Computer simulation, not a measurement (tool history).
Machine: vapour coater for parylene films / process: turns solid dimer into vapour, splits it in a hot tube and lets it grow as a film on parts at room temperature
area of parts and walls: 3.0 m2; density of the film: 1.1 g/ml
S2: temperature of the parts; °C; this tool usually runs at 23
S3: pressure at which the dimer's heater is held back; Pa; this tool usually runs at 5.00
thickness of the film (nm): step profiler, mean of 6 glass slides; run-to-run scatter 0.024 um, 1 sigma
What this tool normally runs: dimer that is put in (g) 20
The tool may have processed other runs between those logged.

{"run": 1, "hour": 0.0, "dimer that is put in (g)": 20, "S2": 23, "S3": 5.0, "thickness of the film (nm)": 3020}
{"run": 2, "hour": 49.6, "dimer that is put in (g)": 20, "S2": 23, "S3": 5.0, "thickness of the film (nm)": 3010}
{"run": 3, "hour": 83.1, "dimer that is put in (g)": 20, "S2": 23, "S3": 5.0, "thickness of the film (nm)": 3020}
{"run": 4, "hour": 121.7, "dimer that is put in (g)": 20, "S2": 16, "S3": 5.0, "thickness of the film (nm)": 3400}
{"run": 5, "hour": 181.3, "dimer that is put in (g)": 20, "S2": 16, "S3": 5.0, "thickness of the film (nm)": 3350}
{"run": 6, "hour": 223.5, "dimer that is put in (g)": 16, "S2": 16, "S3": 5.0, "thickness of the film (nm)": 2670}
{"run": 7, "hour": 263.2, "dimer that is put in (g)": 20, "S2": 23, "S3": 5.0, "thickness of the film (nm)": 2950}
{"run": 8, "hour": 313.2, "dimer that is put in (g)": 20, "S2": 23, "S3": 5.0, "thickness of the film (nm)": 3120}
{"run": 9, "hour": 351.5, "dimer that is put in (g)": 20, "S2": 23, "S3": 5.0, "thickness of the film (nm)": 3140}
{"run": 10, "hour": 394.0, "dimer that is put in (g)": 20, "S2": 23, "S3": 5.0, "thickness of the film (nm)": 3140}
{"run": 11, "hour": 446.8, "dimer that is put in (g)": 20, "S2": 23, "S3": 5.0, "thickness of the film (nm)": 3120}
{"run": 12, "hour": 496.4, "dimer that is put in (g)": 20, "S2": 23, "S3": 5.0, "thickness of the film (nm)": 3130}
{"run": 13, "hour": 541.3, "dimer that is put in (g)": 20, "S2": 23, "S3": 5.0, "thickness of the film (nm)": 3120}
{"run": 14, "hour": 594.9, "dimer that is put in (g)": 20, "S2": 23, "S3": 5.0, "thickness of the film (nm)": 3090}
{"run": 15, "hour": 654.9, "dimer that is put in (g)": 20, "S2": 23, "S3": 5.0, "thickness of the film (nm)": 3060}
{"run": 16, "hour": 686.8, "dimer that is put in (g)": 20, "S2": 23, "S3": 8.85, "thickness of the film (nm)": 2770}
{"run": 17, "hour": 721.6, "dimer that is put in (g)": 20, "S2": 23, "S3": 8.85, "thickness of the film (nm)": 2740}
{"run": 18, "hour": 778.8, "dimer that is put in (g)": 20, "S2": 23, "S3": 8.85, "thickness of the film (nm)": 2780}
{"run": 19, "hour": 805.0, "dimer that is put in (g)": 20, "S2": 17, "S3": 5.0, "thickness of the film (nm)": 3380}
{"run": 20, "hour": 855.7, "dimer that is put in (g)": 20, "S2": 17, "S3": 5.0, "thickness of the film (nm)": 3400}
{"run": 21, "hour": 903.6, "dimer that is put in (g)": 20, "S2": 23, "S3": 5.0, "thickness of the film (nm)": 3020}
{"run": 22, "hour": 954.2, "dimer that is put in (g)": 20, "S2": 29, "S3": 5.0, "thickness of the film (nm)": 2720}
{"run": 23, "hour": 1015.2, "dimer that is put in (g)": 20, "S2": 29, "S3": 5.0, "thickness of the film (nm)": 2730}
{"run": 24, "hour": 1065.0, "dimer that is put in (g)": 15, "S2": 18, "S3": 5.0, "thickness of the film (nm)": 2420}
{"run": 25, "hour": 1104.9, "dimer that is put in (g)": 8, "S2": 18, "S3": 5.0, "thickness of the film (nm)": 1260}
{"run": 26, "hour": 1147.7, "dimer that is put in (g)": 8, "S2": 25, "S3": 5.0, "thickness of the film (nm)": 1180}
{"run": 27, "hour": 1183.0, "dimer that is put in (g)": 11, "S2": 25, "S3": 5.0, "thickness of the film (nm)": 1600}
{"run": 28, "hour": 1215.0, "dimer that is put in (g)": 15, "S2": 23, "S3": 5.0, "thickness of the film (nm)": 2210}
{"run": 29, "hour": 1246.3, "dimer that is put in (g)": 24, "S2": 27, "S3": 2.79, "thickness of the film (nm)": 3920}
{"run": 30, "hour": 1283.7, "dimer that is put in (g)": 23, "S2": 26, "S3": 7.1, "thickness of the film (nm)": 3200}
{"run": 31, "hour": 1310.7, "dimer that is put in (g)": 13, "S2": 20, "S3": 2.01, "thickness of the film (nm)": 2540}
{"run": 32, "hour": 1347.1, "dimer that is put in (g)": 20, "S2": 18, "S3": 5.0, "thickness of the film (nm)": 3470}
{"run": 33, "hour": 1380.5, "dimer that is put in (g)": 17, "S2": 24, "S3": 6.46, "thickness of the film (nm)": 2540}
{"run": 34, "hour": 1432.9, "dimer that is put in (g)": 17, "S2": 24, "S3": 6.46, "thickness of the film (nm)": 2500}
{"run": 35, "hour": 1471.2, "dimer that is put in (g)": 20, "S2": 23, "S3": 3.1, "thickness of the film (nm)": 3450}
{"run": 36, "hour": 1524.9, "dimer that is put in (g)": 15, "S2": 20, "S3": 2.5, "thickness of the film (nm)": 2790}
{"run": 37, "hour": 1585.0, "dimer that is put in (g)": 17, "S2": 28, "S3": 8.81, "thickness of the film (nm)": 2180}
{"run": 38, "hour": 1616.1, "dimer that is put in (g)": 33, "S2": 26, "S3": 3.36, "thickness of the film (nm)": 5240}
{"run": 39, "hour": 1673.2, "dimer that is put in (g)": 26, "S2": 15, "S3": 2.78, "thickness of the film (nm)": 5110}
{"run": 40, "hour": 1731.7, "dimer that is put in (g)": 27, "S2": 15, "S3": 2.62, "thickness of the film (nm)": 5390}
{"run": 41, "hour": 1765.0, "dimer that is put in (g)": 27, "S2": 31, "S3": 8.82, "thickness of the film (nm)": 3220}
{"run": 42, "hour": 1822.5, "dimer that is put in (g)": 27, "S2": 31, "S3": 8.82, "thickness of the film (nm)": 3240}
{"run": 43, "hour": 1878.3, "dimer that is put in (g)": 17, "S2": 25, "S3": 9.74, "thickness of the film (nm)": 2210}
{"run": 44, "hour": 1937.8, "dimer that is put in (g)": 17, "S2": 25, "S3": 9.74, "thickness of the film (nm)": 2190}
{"run": 45, "hour": 1972.9, "dimer that is put in (g)": 32, "S2": 33, "S3": 2.89, "thickness of the film (nm)": 4520}
{"run": 46, "hour": 2009.4, "dimer that is put in (g)": 32, "S2": 24, "S3": 9.2, "thickness of the film (nm)": 4190}

Removed from this log: 3 entries logged between the listed runs. Between which two listed runs does each belong, and how does the tool's hidden state at the listed run before it compare with that at the listed run after it?
From run 5 to run 6: table's thermometer calibrated (hour 191.5)
  vapour lost through the trap's worn valve, %: 6.1 -> 6.4; true temperature of the parts over the reading, C: -0.62 -> -0.12
  measured minus no-state result, thickness of the film (nm): -180 -> -180
From run 7 to run 8: trap's valve overhauled (hour 296.1)
  vapour lost through the trap's worn valve, %: 6.6 -> 0.4; true temperature of the parts over the reading, C: -0.13 -> -0.15
  measured minus no-state result, thickness of the film (nm): -200 -> -10
From run 28 to run 29: trap's valve overhauled (hour 1241.6)
  vapour lost through the trap's worn valve, %: 6.3 -> 0.4; true temperature of the parts over the reading, C: -0.48 -> -0.49
  measured minus no-state result, thickness of the film (nm): -130 -> +20
